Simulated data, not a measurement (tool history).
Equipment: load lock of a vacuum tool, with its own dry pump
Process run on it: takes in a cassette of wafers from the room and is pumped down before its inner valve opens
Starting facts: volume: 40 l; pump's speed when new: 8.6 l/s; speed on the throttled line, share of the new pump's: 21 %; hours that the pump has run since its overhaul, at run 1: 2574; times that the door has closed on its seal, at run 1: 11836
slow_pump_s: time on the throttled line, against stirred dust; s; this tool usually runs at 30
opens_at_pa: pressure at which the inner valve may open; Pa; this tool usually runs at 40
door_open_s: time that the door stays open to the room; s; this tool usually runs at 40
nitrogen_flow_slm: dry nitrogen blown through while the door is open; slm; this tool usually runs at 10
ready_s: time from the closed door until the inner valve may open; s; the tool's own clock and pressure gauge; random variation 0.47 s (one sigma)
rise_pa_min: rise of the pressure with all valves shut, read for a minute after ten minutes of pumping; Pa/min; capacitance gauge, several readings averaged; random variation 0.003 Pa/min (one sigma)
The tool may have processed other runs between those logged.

| run | hour | slow_pump_s | opens_at_pa | door_open_s | nitrogen_flow_slm | hours that the pump has run since its overhaul | times that the door has closed on its seal | incoming humidity of the room's air, % | ready_s | rise_pa_min |
|---|---|---|---|---|---|---|---|---|---|---|
| 1 | 0.0 | 30 | 40 | 40 | 10 | 2574 | 11836 | 44.0 | 61.1 | 0.137 |
| 2 | 100.8 | 30 | 40 | 40 | 10 | 2675 | 11948 | 45.2 | 61.3 | 0.148 |
| 3 | 205.0 | 30 | 40 | 40 | 10 | 2779 | 12064 | 46.9 | 61.2 | 0.146 |
| 4 | 334.2 | 30 | 54 | 40 | 10 | 2908 | 12207 | 43.9 | 59.9 | 0.142 |
| 5 | 470.9 | 30 | 40 | 40 | 10 | 3045 | 12359 | 45.1 | 61.2 | 0.148 |
| 6 | 627.7 | 30 | 40 | 40 | 10 | 3202 | 12533 | 46.5 | 61.3 | 0.146 |
| 7 | 755.7 | 30 | 40 | 40 | 10 | 3330 | 12675 | 42.7 | 61.0 | 0.148 |
| 8 | 864.3 | 30 | 40 | 40 | 10 | 3438 | 12796 | 45.7 | 62.0 | 0.150 |
| 9 | 1027.8 | 30 | 40 | 40 | 10 | 3602 | 12977 | 41.5 | 61.1 | 0.151 |
| 10 | 1159.4 | 30 | 40 | 40 | 10 | 3733 | 13123 | 46.5 | 61.1 | 0.161 |
| 11 | 1258.7 | 30 | 40 | 40 | 10 | 3833 | 13234 | 48.0 | 62.4 | 0.153 |
| 12 | 1409.8 | 30 | 40 | 40 | 10 | 3984 | 13401 | 45.4 | 62.1 | 0.158 |
| 13 | 1476.4 | 30 | 40 | 129 | 10 | 4050 | 13475 | 47.0 | 61.7 | 0.195 |
| 14 | 1559.9 | 30 | 40 | 129 | 10 | 4134 | 13568 | 43.5 | 61.6 | 0.180 |
| 15 | 1643.9 | 30 | 40 | 223 | 10 | 4218 | 13661 | 43.4 | 62.7 | 0.198 |
| 16 | 1735.5 | 16 | 46 | 40 | 10 | 4309 | 13763 | 48.3 | 50.5 | 0.170 |
| 17 | 1884.7 | 16 | 46 | 40 | 10 | 4459 | 13929 | 46.9 | 50.6 | 0.166 |
| 18 | 2032.8 | 16 | 46 | 40 | 10 | 4607 | 14093 | 44.7 | 50.5 | 0.168 |
| 19 | 2178.5 | 16 | 46 | 40 | 10 | 4752 | 14255 | 47.6 | 50.0 | 0.170 |
| 20 | 2325.3 | 30 | 40 | 40 | 4 | 4899 | 14418 | 45.7 | 62.1 | 0.178 |
| 21 | 2440.9 | 30 | 40 | 40 | 4 | 5015 | 14546 | 49.0 | 62.8 | 0.185 |
| 22 | 2588.7 | 30 | 40 | 40 | 4 | 5163 | 14711 | 45.9 | 62.4 | 0.189 |
| 23 | 2665.1 | 30 | 40 | 40 | 4 | 5239 | 14795 | 44.6 | 62.8 | 0.189 |
| 24 | 2787.6 | 37 | 40 | 117 | 10 | 5361 | 14931 | 41.8 | 67.2 | 0.199 |
| 25 | 2902.7 | 27 | 40 | 40 | 30 | 5477 | 15059 | 42.2 | 60.0 | 0.164 |

Here are 4 independent what-if runs from the current tool condition. What would each one return?
| A | 3024.7 | 27 | 40 | 40 | 6 | 5599 | 15195 | 46.6 | ? | ? |
| B | 3024.7 | 58 | 40 | 120 | 21 | 5599 | 15195 | 43.8 | ? | ? |
| C | 3024.7 | 52 | 36 | 40 | 12 | 5599 | 15195 | 43.3 | ? | ? |
| D | 3024.7 | 30 | 40 | 36 | 26 | 5599 | 15195 | 50.1 | ? | ? |

| run | ready_s | rise_pa_min |
|---|---|---|
| A | 60.1 | 0.193 |
| B | 83.7 | 0.195 |
| C | 79.4 | 0.186 |
| D | 63.5 | 0.164 |
Without the tool's unlogged condition, the same runs would have read:
| run | ready_s | rise_pa_min |
|---|---|---|
| A | 57.8 | 0.058 |
| B | 81.9 | 0.058 |
| C | 77.5 | 0.048 |
| D | 61.2 | 0.028 |
